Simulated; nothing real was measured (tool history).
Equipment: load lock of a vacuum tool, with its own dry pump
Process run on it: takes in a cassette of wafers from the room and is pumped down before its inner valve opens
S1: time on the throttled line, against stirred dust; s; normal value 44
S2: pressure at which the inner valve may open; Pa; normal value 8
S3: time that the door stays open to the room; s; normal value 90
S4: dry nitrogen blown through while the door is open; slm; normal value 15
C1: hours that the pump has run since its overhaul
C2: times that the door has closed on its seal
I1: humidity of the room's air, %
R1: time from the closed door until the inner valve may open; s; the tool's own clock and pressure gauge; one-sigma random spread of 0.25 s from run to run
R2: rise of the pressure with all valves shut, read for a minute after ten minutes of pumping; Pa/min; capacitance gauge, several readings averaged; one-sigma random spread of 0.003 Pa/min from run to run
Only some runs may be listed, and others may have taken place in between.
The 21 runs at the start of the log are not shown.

{"run": 22, "hour": 3901.0, "S1": 58, "S2": 8, "S3": 90, "S4": 7, "C1": 9407, "C2": 32808, "I1": 43.0, "R1": 79.7, "R2": 0.293}
{"run": 23, "hour": 4054.5, "S1": 58, "S2": 6, "S3": 90, "S4": 7, "C1": 9561, "C2": 33470, "I1": 40.5, "R1": 80.5, "R2": 0.303}
{"run": 24, "hour": 4276.1, "S1": 44, "S2": 8, "S3": 211, "S4": 15, "C1": 9782, "C2": 34426, "I1": 46.1, "R1": 68.1, "R2": 0.336}
{"run": 25, "hour": 4536.0, "S1": 51, "S2": 8, "S3": 90, "S4": 5, "C1": 10042, "C2": 35547, "I1": 43.2, "R1": 74.1, "R2": 0.337}
{"run": 26, "hour": 4786.0, "S1": 51, "S2": 8, "S3": 90, "S4": 5, "C1": 10292, "C2": 36626, "I1": 44.7, "R1": 73.9, "R2": 0.352}
{"run": 27, "hour": 4973.9, "S1": 51, "S2": 8, "S3": 90, "S4": 5, "C1": 10480, "C2": 37437, "I1": 46.0, "R1": 74.5, "R2": 0.364}
{"run": 28, "hour": 5084.1, "S1": 59, "S2": 9, "S3": 69, "S4": 9, "C1": 10590, "C2": 37912, "I1": 42.7, "R1": 80.4, "R2": 0.347}
{"run": 29, "hour": 5220.7, "S1": 34, "S2": 11, "S3": 127, "S4": 11, "C1": 10727, "C2": 38501, "I1": 42.8, "R1": 58.7, "R2": 0.371}
{"run": 30, "hour": 5485.6, "S1": 34, "S2": 11, "S3": 127, "S4": 11, "C1": 10992, "C2": 39644, "I1": 47.4, "R1": 59.4, "R2": 0.39}
{"run": 31, "hour": 5610.3, "S1": 34, "S2": 12, "S3": 46, "S4": 11, "C1": 11116, "C2": 40182, "I1": 45.2, "R1": 59.5, "R2": 0.359}
{"run": 32, "hour": 5750.0, "S1": 44, "S2": 8, "S3": 32, "S4": 15, "C1": 11256, "C2": 40785, "I1": 42.6, "R1": 68.7, "R2": 0.368}
{"run": 33, "hour": 5950.3, "S1": 44, "S2": 14, "S3": 90, "S4": 15, "C1": 11456, "C2": 41649, "I1": 44.3, "R1": 66.8, "R2": 0.398}
{"run": 34, "hour": 6090.6, "S1": 44, "S2": 14, "S3": 90, "S4": 34, "C1": 11597, "C2": 42254, "I1": 40.7, "R1": 66.5, "R2": 0.396}
{"run": 35, "hour": 6218.8, "S1": 44, "S2": 14, "S3": 90, "S4": 21, "C1": 11725, "C2": 42807, "I1": 49.0, "R1": 66.8, "R2": 0.409}
{"run": 36, "hour": 6446.8, "S1": 55, "S2": 8, "S3": 31, "S4": 6, "C1": 11953, "C2": 43791, "I1": 43.9, "R1": 78.4, "R2": 0.404}
{"hour": 6668.4, "done": "door's seal changed, seat wiped"}
{"run": 37, "hour": 6708.8, "S1": 55, "S2": 8, "S3": 31, "S4": 6, "C1": 12213, "C2": 174, "I1": 44.7, "R1": 77.9, "R2": 0.032}

Consider 3 possible next runs. They are alternatives, not a sequence: every one starts from the tool as it was left by run 37. What does each give?
{"run": "A", "hour": 6824.8, "S1": 55, "S2": 8, "S3": 31, "S4": 10, "C1": 12329, "C2": 674, "I1": 43.8, "R1": "?", "R2": "?"}
{"run": "B", "hour": 6824.8, "S1": 55, "S2": 8, "S3": 27, "S4": 9, "C1": 12329, "C2": 674, "I1": 44.4, "R1": "?", "R2": "?"}
{"run": "C", "hour": 6824.8, "S1": 44, "S2": 14, "S3": 90, "S4": 6, "C1": 12329, "C2": 674, "I1": 46.8, "R1": "?", "R2": "?"}

run=A R1=78.5 R2=0.028
run=B R1=77.7 R2=0.024
run=C R1=67.2 R2=0.064
With no hidden state in the tool, these same runs would have given:
run=A R1=74.5 R2=0.026
run=B R1=73.8 R2=0.022
run=C R1=63.3 R2=0.062
